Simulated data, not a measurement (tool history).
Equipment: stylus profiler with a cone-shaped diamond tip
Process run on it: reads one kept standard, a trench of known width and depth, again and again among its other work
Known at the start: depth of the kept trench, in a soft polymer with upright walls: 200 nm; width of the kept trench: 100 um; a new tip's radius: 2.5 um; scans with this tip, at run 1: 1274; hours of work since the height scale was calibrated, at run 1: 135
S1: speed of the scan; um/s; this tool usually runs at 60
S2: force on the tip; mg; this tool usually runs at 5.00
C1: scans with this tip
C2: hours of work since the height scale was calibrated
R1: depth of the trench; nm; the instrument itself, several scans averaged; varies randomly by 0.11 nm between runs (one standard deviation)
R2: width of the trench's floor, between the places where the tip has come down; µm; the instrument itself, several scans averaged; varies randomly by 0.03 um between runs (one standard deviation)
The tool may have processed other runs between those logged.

run     day   S1     S2    C1   C2      R1     R2
  1   0.000   60   5.00  1274  135  202.50  97.85
  2   0.488   60   5.00  1351  143  202.59  97.81
  3   0.758   60   5.00  1393  148  202.63  97.82
  4   1.046   60   5.00  1439  153  202.42  97.80
  5   1.538   60   5.00  1517  161  202.40  97.80
  6   2.142   60   5.00  1612  171  202.48  97.76
  7   2.558   20   5.00  1678  178  202.52  97.95
  8   2.950   60   5.00  1740  185  202.59  97.88
  9   3.388   60   5.00  1809  192  202.49  97.89
 10   3.742   60   5.00  1865  198  202.67  97.79
 11   4.254   60   5.00  1946  207  202.49  97.78
 12   4.754   60   5.00  2025  215  202.48  97.84
 13   5.046   60   5.00  2071  220  202.53  97.77
 14   5.492   60   5.00  2142  227  202.39  97.74
 15   6.058  180   5.00  2231  237  202.43  97.40
 16   6.679  180   5.00  2329  247  202.50  97.37
 17   7.321   60   5.00  2430  258  202.50  97.79
 18   7.938   64   5.31  2528  269  202.53  97.79
 19   8.583   68   4.72  2630  279  202.34  97.72
 20   8.975   60  10.62  2692  286  204.19  97.84
 21   9.250  160   1.75  2736  291  201.00  97.03
 22   9.658  160   1.75  2800  297  200.96  97.07
 23  10.200   18   5.00  2886  307  202.38  97.92
 24  10.712   20   9.09  2967  315  203.58  97.96
 25  11.008   60   2.86  3014  320  201.43  97.71
 26  11.392   98  12.93  3074  327  204.99  97.77
 27  11.721   98  12.93  3126  332  204.83  97.70
 28  12.246   63  12.72  3210  341  204.64  97.89
 29  12.883   63  12.72  3310  352  204.80  97.81
 30  13.329   67  12.72  3381  359  204.69  97.75
 31  13.817  237   2.10  3457  367  201.33  96.71
 32  14.438  129   9.21  3556  378  203.63  97.59
 33  14.888  178   6.37  3627  385  202.78  97.50

Alternative continuations, all from the tool just after run 33; predict every row:
  A  15.379  114  5.00  3704  393   ?   ?
  B  15.379  178  2.09  3704  393   ?   ?
  C  15.379   60  7.58  3704  393   ?   ?

run      R1     R2
  A  202.52  97.58
  B  201.28  97.01
  C  203.34  97.82
Take away the tool's hidden state, keep each run's random variation, and the runs would have read:
run      R1     R2
  A  202.83  97.68
  B  201.59  97.10
  C  203.65  97.91
